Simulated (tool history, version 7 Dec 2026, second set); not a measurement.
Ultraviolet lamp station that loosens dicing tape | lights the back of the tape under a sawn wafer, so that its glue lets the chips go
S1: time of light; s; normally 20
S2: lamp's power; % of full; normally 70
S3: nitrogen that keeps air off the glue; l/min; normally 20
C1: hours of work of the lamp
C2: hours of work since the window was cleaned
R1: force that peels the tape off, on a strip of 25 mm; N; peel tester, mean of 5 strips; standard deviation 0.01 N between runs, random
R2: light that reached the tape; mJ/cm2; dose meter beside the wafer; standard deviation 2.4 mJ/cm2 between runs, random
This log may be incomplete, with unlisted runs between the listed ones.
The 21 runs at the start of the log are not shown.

run 22 hour=265.4 | S1=20 S2=69 S3=20 | C1=182 C2=182 | R1=0.573 R2=219
-- hour=267.4 window cleaned of glue's vapour
run 23 hour=277.6 | S1=16 S2=91 S3=11 | C1=189 C2=6 | R1=0.846 R2=225
run 24 hour=286.4 | S1=13 S2=79 S3=20 | C1=194 C2=11 | R1=1.11 R2=156
run 25 hour=302.3 | S1=35 S2=61 S3=15 | C1=203 C2=20 | R1=0.309 R2=328
run 26 hour=311.5 | S1=35 S2=61 S3=15 | C1=208 C2=25 | R1=0.322 R2=333
run 27 hour=325.5 | S1=19 S2=97 S3=29 | C1=216 C2=33 | R1=0.266 R2=281
-- hour=337.5 window cleaned of glue's vapour, once more
run 28 hour=340.8 | S1=20 S2=73 S3=28 | C1=224 C2=2 | R1=0.388 R2=235
run 29 hour=353.4 | S1=20 S2=73 S3=28 | C1=232 C2=9 | R1=0.409 R2=234
run 30 hour=367.3 | S1=20 S2=82 S3=30 | C1=240 C2=17 | R1=0.297 R2=264
run 31 hour=376.2 | S1=13 S2=70 S3=33 | C1=245 C2=22 | R1=0.96 R2=143
run 32 hour=388.1 | S1=13 S2=70 S3=15 | C1=252 C2=29 | R1=1.449 R2=143
run 33 hour=398.6 | S1=20 S2=70 S3=6 | C1=258 C2=35 | R1=1.28 R2=221
run 34 hour=408.7 | S1=20 S2=99 S3=6 | C1=263 C2=41 | R1=0.74 R2=315
run 35 hour=417 | S1=22 S2=63 S3=39 | C1=268 C2=46 | R1=0.392 R2=219
run 36 hour=424.2 | S1=20 S2=77 S3=6 | C1=272 C2=50 | R1=1.143 R2=247
run 37 hour=440.7 | S1=20 S2=61 S3=9 | C1=282 C2=59 | R1=1.295 R2=187
run 38 hour=450.6 | S1=25 S2=72 S3=14 | C1=287 C2=65 | R1=0.46 R2=276
run 39 hour=464.5 | S1=14 S2=96 S3=10 | C1=295 C2=73 | R1=1.078 R2=205
run 40 hour=477.8 | S1=15 S2=61 S3=21 | C1=303 C2=80 | R1=1.242 R2=138
run 41 hour=489.5 | S1=15 S2=61 S3=21 | C1=310 C2=87 | R1=1.32 R2=137
run 42 hour=499 | S1=20 S2=70 S3=10 | C1=315 C2=93 | R1=1.029 R2=215
run 43 hour=512.2 | S1=20 S2=78 S3=37 | C1=323 C2=100 | R1=0.317 R2=237
run 44 hour=519.9 | S1=20 S2=70 S3=20 | C1=327 C2=105 | R1=0.643 R2=210

Branching from run 44: 3 alternative next runs. What would each branch give?
run A hour=529.9 | S1=23 S2=70 S3=20 | C1=333 C2=110 | R1=? R2=?
run B hour=529.9 | S1=19 S2=69 S3=20 | C1=333 C2=110 | R1=? R2=?
run C hour=529.9 | S1=14 S2=92 S3=16 | C1=333 C2=110 | R1=? R2=?

run=A R1=0.47 R2=244
run=B R1=0.761 R2=201
run=C R1=0.851 R2=196
Stripped of hidden state, with their random variation kept, the same runs would have yielded:
run=A R1=0.314 R2=291
run=B R1=0.528 R2=239
run=C R1=0.603 R2=233

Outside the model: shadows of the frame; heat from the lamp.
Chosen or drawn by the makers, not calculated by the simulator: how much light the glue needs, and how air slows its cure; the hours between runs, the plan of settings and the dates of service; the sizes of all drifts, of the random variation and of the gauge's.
